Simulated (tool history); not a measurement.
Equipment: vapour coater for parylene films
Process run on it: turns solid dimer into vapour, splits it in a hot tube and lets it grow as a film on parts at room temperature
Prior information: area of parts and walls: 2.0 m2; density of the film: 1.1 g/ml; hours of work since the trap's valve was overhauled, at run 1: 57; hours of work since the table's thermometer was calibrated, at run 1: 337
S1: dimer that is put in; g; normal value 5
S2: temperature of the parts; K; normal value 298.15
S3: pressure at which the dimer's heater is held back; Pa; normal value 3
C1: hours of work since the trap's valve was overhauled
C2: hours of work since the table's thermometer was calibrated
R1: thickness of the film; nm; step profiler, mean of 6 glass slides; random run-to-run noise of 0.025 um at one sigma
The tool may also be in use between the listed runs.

run	hour	S1	S2	S3	C1	C2	R1
1	0	5	298.15	3	57	337	1670
2	59.8	5	298.15	3	82	362	1760
3	124.3	5	298.15	3	109	390	1700
4	157.7	5	298.15	3	123	404	1710
5	193.9	5	303.15	3	138	419	1430
6	256	4	298.15	3	165	445	1290
7	302.5	2	298.15	3	184	465	650
8	351.8	7	298.15	3	205	486	2250
9	404.4	7	298.15	3	227	508	2220
10	433.8	7	298.15	3	240	520	2180
11	474.1	5	298.15	11.52	257	537	1220
# hour 494.7: trap's valve overhauled
12	527.4	5	298.15	11.52	14	558	1450
13	560.9	6	298.15	3.83	28	572	2040
14	594.9	6	298.15	3.83	42	587	2020
15	642.3	6	298.15	3.83	62	607	1990

Run 16, settings as shown, results not yet in. Your forecast:
16	684.5	5	298.15	11.02	80	624	?

{"run 16": {"R1": 1310}}
Had the tool carried no hidden state, the very same run would have given R1 1390 nm.

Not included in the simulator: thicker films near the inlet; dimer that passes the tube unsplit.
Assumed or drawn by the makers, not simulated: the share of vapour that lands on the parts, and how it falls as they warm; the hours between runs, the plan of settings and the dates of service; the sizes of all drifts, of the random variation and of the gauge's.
